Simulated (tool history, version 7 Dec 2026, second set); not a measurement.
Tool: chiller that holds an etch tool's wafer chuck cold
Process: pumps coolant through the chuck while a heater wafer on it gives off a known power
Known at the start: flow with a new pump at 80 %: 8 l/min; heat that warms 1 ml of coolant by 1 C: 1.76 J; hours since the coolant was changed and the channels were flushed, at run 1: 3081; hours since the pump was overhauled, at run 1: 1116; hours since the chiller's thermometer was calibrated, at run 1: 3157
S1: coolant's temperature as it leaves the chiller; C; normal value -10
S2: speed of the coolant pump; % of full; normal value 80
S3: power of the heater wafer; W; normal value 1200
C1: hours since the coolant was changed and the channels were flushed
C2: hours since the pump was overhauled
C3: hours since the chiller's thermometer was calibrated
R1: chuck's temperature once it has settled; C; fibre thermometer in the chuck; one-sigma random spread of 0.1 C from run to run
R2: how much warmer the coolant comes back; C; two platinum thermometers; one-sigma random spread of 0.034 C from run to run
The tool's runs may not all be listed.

run 1 hour=0 | S1=-10 S2=80 S3=1200 | C1=3081 C2=1116 C3=3157 | R1=0.5 R2=5.28
run 2 hour=31.1 | S1=-10 S2=80 S3=1200 | C1=3112 C2=1148 C3=3188 | R1=0.8 R2=5.16
run 3 hour=55.5 | S1=-10 S2=80 S3=1200 | C1=3136 C2=1172 C3=3212 | R1=0.6 R2=5.18
run 4 hour=102.8 | S1=-10 S2=80 S3=1200 | C1=3183 C2=1219 C3=3260 | R1=0.6 R2=5.28
run 5 hour=159.8 | S1=-10 S2=80 S3=1200 | C1=3240 C2=1276 C3=3317 | R1=0.7 R2=5.2
run 6 hour=190.8 | S1=-4 S2=80 S3=1200 | C1=3271 C2=1307 C3=3348 | R1=6.5 R2=5.25
run 7 hour=232.4 | S1=-7 S2=80 S3=1200 | C1=3313 C2=1349 C3=3389 | R1=3.8 R2=5.24
run 8 hour=255.3 | S1=-7 S2=80 S3=1200 | C1=3336 C2=1372 C3=3412 | R1=3.7 R2=5.25
run 9 hour=294.8 | S1=-7 S2=80 S3=1200 | C1=3375 C2=1411 C3=3452 | R1=3.9 R2=5.26
run 10 hour=320.8 | S1=-10 S2=80 S3=1110 | C1=3401 C2=1437 C3=3478 | R1=0 R2=4.9
run 11 hour=358.7 | S1=-10 S2=80 S3=1110 | C1=3439 C2=1475 C3=3515 | R1=-0.1 R2=4.85
run 12 hour=384.2 | S1=-10 S2=80 S3=1200 | C1=3465 C2=1501 C3=3541 | R1=0.9 R2=5.23
run 13 hour=419.2 | S1=-10 S2=80 S3=1200 | C1=3500 C2=1536 C3=3576 | R1=0.8 R2=5.24
run 14 hour=468.3 | S1=-10 S2=80 S3=1200 | C1=3549 C2=1585 C3=3625 | R1=0.9 R2=5.23
run 15 hour=497.1 | S1=-7 S2=91 S3=889 | C1=3578 C2=1614 C3=3654 | R1=0.5 R2=3.4
run 16 hour=533.5 | S1=-8 S2=91 S3=686 | C1=3614 C2=1650 C3=3690 | R1=-2.3 R2=2.66
run 17 hour=571.7 | S1=-8 S2=91 S3=686 | C1=3652 C2=1688 C3=3728 | R1=-2.1 R2=2.61
run 18 hour=601.6 | S1=-2 S2=80 S3=1200 | C1=3682 C2=1718 C3=3758 | R1=9 R2=5.3
run 19 hour=644.8 | S1=-2 S2=80 S3=1200 | C1=3725 C2=1761 C3=3802 | R1=9.1 R2=5.29
run 20 hour=689.7 | S1=-1 S2=80 S3=1200 | C1=3770 C2=1806 C3=3846 | R1=10 R2=5.26
run 21 hour=741.8 | S1=-1 S2=80 S3=1200 | C1=3822 C2=1858 C3=3899 | R1=10 R2=5.26
run 22 hour=772.7 | S1=-1 S2=80 S3=1200 | C1=3853 C2=1889 C3=3929 | R1=10.2 R2=5.33
run 23 hour=800.3 | S1=-10 S2=80 S3=709 | C1=3881 C2=1917 C3=3957 | R1=-3.1 R2=3.16
run 24 hour=844.4 | S1=-10 S2=80 S3=709 | C1=3925 C2=1961 C3=4001 | R1=-3.3 R2=3.14
run 25 hour=891.8 | S1=-10 S2=80 S3=709 | C1=3972 C2=2008 C3=4048 | R1=-3.2 R2=3.17
run 26 hour=935.4 | S1=-10 S2=80 S3=709 | C1=4016 C2=2052 C3=4092 | R1=-3.3 R2=3.1
run 27 hour=968.7 | S1=-5 S2=88 S3=630 | C1=4049 C2=2085 C3=4125 | R1=0.7 R2=2.52

Consider 4 possible next runs. They are alternatives, not a sequence: every one starts from the tool as it was left by run 27. What does each give?
run A hour=1000.8 | S1=0 S2=67 S3=865 | C1=4081 C2=2117 C3=4157 | R1=? R2=?
run B hour=1000.8 | S1=-1 S2=88 S3=630 | C1=4081 C2=2117 C3=4157 | R1=? R2=?
run C hour=1000.8 | S1=-18 S2=61 S3=1414 | C1=4081 C2=2117 C3=4157 | R1=? R2=?
run D hour=1000.8 | S1=-13 S2=94 S3=683 | C1=4081 C2=2117 C3=4157 | R1=? R2=?

run=A R1=9.6 R2=4.58
run=B R1=4.5 R2=2.53
run=C R1=-1.9 R2=8.17
run=D R1=-7.3 R2=2.58
With the hidden condition removed and each run's random variation left untouched, the same runs would have given:
run=A R1=7.9 R2=4.42
run=B R1=3.4 R2=2.43
run=C R1=-4.5 R2=7.87
run=D R1=-8.4 R2=2.48

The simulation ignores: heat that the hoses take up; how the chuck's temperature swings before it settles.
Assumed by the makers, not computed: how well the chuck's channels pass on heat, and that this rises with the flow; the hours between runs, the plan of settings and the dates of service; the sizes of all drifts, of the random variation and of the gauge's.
